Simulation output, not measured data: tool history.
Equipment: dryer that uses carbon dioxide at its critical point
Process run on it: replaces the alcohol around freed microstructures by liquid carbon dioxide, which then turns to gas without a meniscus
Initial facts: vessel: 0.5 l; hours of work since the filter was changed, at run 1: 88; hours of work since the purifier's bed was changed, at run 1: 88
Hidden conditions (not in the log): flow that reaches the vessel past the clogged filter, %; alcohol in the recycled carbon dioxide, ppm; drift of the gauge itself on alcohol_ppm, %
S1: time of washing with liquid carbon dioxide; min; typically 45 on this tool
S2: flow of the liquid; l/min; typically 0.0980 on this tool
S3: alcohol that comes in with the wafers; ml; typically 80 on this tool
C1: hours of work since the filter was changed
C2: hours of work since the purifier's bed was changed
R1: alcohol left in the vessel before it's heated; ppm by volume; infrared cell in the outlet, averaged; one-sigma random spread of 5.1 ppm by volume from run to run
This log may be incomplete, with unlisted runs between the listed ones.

Run 1, hour 0.0: usual settings; C1 88; C2 88. Result: R1 72 ppm by volume.
Run 2, hour 9.2: usual settings; C1 92; C2 92. Result: R1 81 ppm by volume.
Run 3, hour 23.6: usual settings; C1 98; C2 98. Result: R1 82 ppm by volume.
Run 4, hour 36.3: usual settings but S3 61 ml; C1 103; C2 103. Result: R1 52 ppm by volume.
Run 5, hour 52.2: usual settings but S3 61 ml; C1 109; C2 109. Result: R1 64 ppm by volume.
Run 6, hour 67.5: usual settings but S3 61 ml; C1 116; C2 116. Result: R1 70 ppm by volume.
Run 7, hour 80.0: usual settings but S3 61 ml; C1 121; C2 121. Result: R1 67 ppm by volume.
Run 8, hour 90.9: usual settings but S3 61 ml; C1 125; C2 125. Result: R1 73 ppm by volume.
Run 9, hour 105.9: usual settings but S3 61 ml; C1 132; C2 132. Result: R1 76 ppm by volume.
Run 10, hour 121.3: usual settings but S2 0.1401 l/min, S3 61 ml; C1 138; C2 138. Result: R1 20 ppm by volume.
Run 11, hour 131.3: usual settings but S2 0.1401 l/min, S3 61 ml; C1 142; C2 142. Result: R1 27 ppm by volume.
Run 12, hour 149.5: usual settings but S2 0.1401 l/min, S3 61 ml; C1 149; C2 149. Result: R1 19 ppm by volume.
Run 13, hour 167.2: usual settings but S2 0.1401 l/min, S3 61 ml; C1 157; C2 157. Result: R1 19 ppm by volume.
Run 14, hour 180.6: usual settings; C1 162; C2 162. Result: R1 102 ppm by volume.
Run 15, hour 190.2: usual settings; C1 166; C2 166. Result: R1 92 ppm by volume.
Run 16, hour 200.2: usual settings; C1 170; C2 170. Result: R1 99 ppm by volume.
Run 17, hour 212.7: usual settings; C1 176; C2 176. Result: R1 97 ppm by volume.
Run 18, hour 225.9: usual settings; C1 181; C2 181. Result: R1 108 ppm by volume.
Run 19, hour 235.6: usual settings but S2 0.1463 l/min; C1 185; C2 185. Result: R1 11 ppm by volume.
Run 20, hour 254.0: usual settings but S2 0.1463 l/min; C1 192; C2 192. Result: R1 20 ppm by volume.
Run 21, hour 263.9: usual settings but S2 0.1463 l/min; C1 197; C2 197. Result: R1 26 ppm by volume.
Run 22, hour 280.8: usual settings; C1 204; C2 204. Result: R1 111 ppm by volume.
Run 23, hour 296.2: usual settings; C1 210; C2 210. Result: R1 111 ppm by volume.
Run 24, hour 307.3: usual settings but S1 54 min, S2 0.1608 l/min, S3 89 ml; C1 214; C2 214. Result: R1 18 ppm by volume.
Run 25, hour 317.3: usual settings but S2 0.1301 l/min, S3 22 ml; C1 219; C2 219. Result: R1 21 ppm by volume.
Run 26, hour 335.6: usual settings but S1 35 min, S2 0.1301 l/min, S3 47 ml; C1 226; C2 226. Result: R1 60 ppm by volume.
Run 27, hour 346.4: usual settings but S1 35 min, S2 0.1301 l/min, S3 47 ml; C1 231; C2 231. Result: R1 70 ppm by volume.
Run 28, hour 359.3: usual settings but S1 35 min, S2 0.1301 l/min, S3 47 ml; C1 236; C2 236. Result: R1 73 ppm by volume.
Run 29, hour 374.1: usual settings but S1 33 min, S2 0.1015 l/min, S3 47 ml; C1 242; C2 242. Result: R1 379 ppm by volume.
Run 30, hour 384.6: usual settings but S1 71 min; C1 246; C2 246. Result: R1 28 ppm by volume.
Run 31, hour 400.0: usual settings but S1 34 min, S2 0.0641 l/min; C1 253; C2 253. Result: R1 4175 ppm by volume.
Run 32, hour 411.0: usual settings but S1 34 min, S2 0.0641 l/min; C1 257; C2 257. Result: R1 4279 ppm by volume.
Run 33, hour 422.3: usual settings but S1 34 min, S2 0.0641 l/min; C1 262; C2 262. Result: R1 4229 ppm by volume.
Run 34, hour 435.4: usual settings but S2 0.0722 l/min, S3 46 ml; C1 267; C2 267. Result: R1 429 ppm by volume.
Run 35, hour 448.8: usual settings but S2 0.0722 l/min, S3 46 ml; C1 273; C2 273. Result: R1 453 ppm by volume.
Run 36, hour 460.5: usual settings but S2 0.0722 l/min, S3 46 ml; C1 277; C2 277. Result: R1 452 ppm by volume.

Forecast run 37:
Run 37, hour 477.5: usual settings but S1 31 min, S2 0.0953 l/min, S3 89 ml; C1 285; C2 285. Result: R1 ?.

R1: 1415 ppm by volume
If the tool had no hidden condition, the same run with the same run-to-run variation would have returned R1 755 ppm by volume.
